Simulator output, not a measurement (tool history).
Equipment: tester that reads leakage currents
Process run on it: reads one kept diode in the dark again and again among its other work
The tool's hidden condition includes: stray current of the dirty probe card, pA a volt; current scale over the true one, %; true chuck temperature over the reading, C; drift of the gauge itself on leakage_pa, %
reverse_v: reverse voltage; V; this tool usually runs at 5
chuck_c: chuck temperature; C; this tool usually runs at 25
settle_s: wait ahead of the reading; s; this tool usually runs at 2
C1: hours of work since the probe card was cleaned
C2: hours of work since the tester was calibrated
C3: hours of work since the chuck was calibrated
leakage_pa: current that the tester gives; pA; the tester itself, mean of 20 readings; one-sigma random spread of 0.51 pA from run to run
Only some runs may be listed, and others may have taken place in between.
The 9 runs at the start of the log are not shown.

run 10 day=67.971 | reverse_v=5 chuck_c=31 settle_s=0.33 | C1=1821 C2=1679 C3=699 | leakage_pa=314.98
run 11 day=74.979 | reverse_v=5 chuck_c=31 settle_s=0.33 | C1=1893 C2=1751 C3=771 | leakage_pa=318.17
run 12 day=83.921 | reverse_v=5 chuck_c=31 settle_s=0.33 | C1=1984 C2=1843 C3=863 | leakage_pa=320.04
run 13 day=91.075 | reverse_v=5 chuck_c=31 settle_s=0.33 | C1=2058 C2=1916 C3=936 | leakage_pa=323.86
-- day=93.892 chuck's temperature calibrated
run 14 day=100.462 | reverse_v=5 chuck_c=25 settle_s=1.18 | C1=2154 C2=2012 C3=68 | leakage_pa=197.8
run 15 day=108.067 | reverse_v=5 chuck_c=25 settle_s=1.18 | C1=2232 C2=2090 C3=146 | leakage_pa=200.24
run 16 day=115.367 | reverse_v=5 chuck_c=25 settle_s=1.18 | C1=2307 C2=2165 C3=221 | leakage_pa=202.38
run 17 day=122.208 | reverse_v=12.05 chuck_c=25 settle_s=2 | C1=2377 C2=2235 C3=291 | leakage_pa=297.82
run 18 day=128.967 | reverse_v=5 chuck_c=24 settle_s=2 | C1=2447 C2=2305 C3=361 | leakage_pa=187.72
-- day=138.504 chuck's temperature calibrated, once more
run 19 day=138.908 | reverse_v=5 chuck_c=24 settle_s=2 | C1=2548 C2=2406 C3=4 | leakage_pa=158.55
run 20 day=145.225 | reverse_v=2.41 chuck_c=25 settle_s=2.97 | C1=2613 C2=2471 C3=69 | leakage_pa=128.43
run 21 day=154.212 | reverse_v=2.41 chuck_c=25 settle_s=2.97 | C1=2705 C2=2563 C3=161 | leakage_pa=129.65
run 22 day=158.638 | reverse_v=8.38 chuck_c=44 settle_s=0.6 | C1=2751 C2=2609 C3=207 | leakage_pa=1082.33
run 23 day=165.117 | reverse_v=1.26 chuck_c=25 settle_s=3.06 | C1=2817 C2=2675 C3=274 | leakage_pa=99.44
run 24 day=174.679 | reverse_v=1.26 chuck_c=22 settle_s=3.06 | C1=2916 C2=2774 C3=372 | leakage_pa=77.2
run 25 day=181.45 | reverse_v=1.16 chuck_c=25 settle_s=5 | C1=2985 C2=2843 C3=441 | leakage_pa=97.24
run 26 day=190.592 | reverse_v=4.37 chuck_c=28 settle_s=2 | C1=3079 C2=2937 C3=535 | leakage_pa=226.39
run 27 day=198.633 | reverse_v=5 chuck_c=44 settle_s=0.97 | C1=3162 C2=3020 C3=618 | leakage_pa=910.31
run 28 day=207.117 | reverse_v=5 chuck_c=35 settle_s=2 | C1=3249 C2=3107 C3=705 | leakage_pa=444.41
run 29 day=216.212 | reverse_v=12.44 chuck_c=31 settle_s=4.05 | C1=3343 C2=3201 C3=799 | leakage_pa=474.14

Run 30 comes next. What will it give?
run 30 day=221.117 | reverse_v=7.67 chuck_c=31 settle_s=7.83 | C1=3393 C2=3251 C3=849 | leakage_pa=?

Run 30 measured leakage_pa 387.21 pA.
With the hidden condition absent and the run-to-run variation left alone, this run would have shown leakage_pa 344.44 pA.
